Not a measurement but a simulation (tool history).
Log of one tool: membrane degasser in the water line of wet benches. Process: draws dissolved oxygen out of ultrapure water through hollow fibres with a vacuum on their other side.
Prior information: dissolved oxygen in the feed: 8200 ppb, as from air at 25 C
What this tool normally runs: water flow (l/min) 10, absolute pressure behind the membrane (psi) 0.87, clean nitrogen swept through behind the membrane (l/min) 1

run	hour	water flow (l/min)	absolute pressure behind the membrane (psi)	clean nitrogen swept through behind the membrane (l/min)	dissolved oxygen in the water behind the degasser (ppb)	pressure that the water loses in the fibres (psi)
1	0	10	0.87	1	386.1	10.079
2	57.8	10	0.87	1	384.5	10.103
3	84.2	10	0.87	1	389.8	10.098
4	145.2	10	0.802	1	383	10.077
5	201.3	10	0.802	1	376.4	10.044
6	246.9	10	0.802	1	387.1	10.116
7	290.3	10	0.802	1	374.6	10.098
8	351.6	10	0.802	1	381.9	10.156
9	384.6	10	0.802	1	385.7	10.079
10	436.2	10	0.87	1	386.5	10.063
11	498.3	10	0.87	1	393.7	10.128
12	532.6	10	0.87	1	390.1	10.089
13	588.8	10	0.87	1	388.6	10.08
14	615.6	10	0.87	1	387.7	10.076
15	658.6	10	0.87	1	385.7	10.028
16	715.1	10	0.87	1	393.6	10.134
17	759	10	0.87	1.75	367.7	10.074
# hour 762: vacuum gauge calibrated
18	810	10	0.87	1.75	366.8	10.199
19	845.1	6	1.362	1	222	6.106
20	903.7	11	0.647	0.4	457.5	11.162
21	942.4	9	0.986	0.46	431.3	9.095
22	983.8	9	0.986	0.46	422.6	9.143
23	1043.2	6	1.7	0.46	380.4	6.079
24	1094.9	10	0.769	1	379	10.189
# hour 1127.4: vacuum gauge calibrated, once more
25	1129.6	10	0.87	0.73	413.1	10.112
26	1154.8	10	0.87	0.73	413.4	10.063
27	1189.8	10	0.87	0.73	415.4	10.171

What will run 28 give?
28	1236.7	10	0.87	0.73	?	?

Run 28 measured dissolved oxygen in the water behind the degasser (ppb) 422, pressure that the water loses in the fibres (psi) 10.115.
The same run, on a tool lacking any hidden state, would have yielded dissolved oxygen in the water behind the degasser (ppb) 410.6, pressure that the water loses in the fibres (psi) 10.
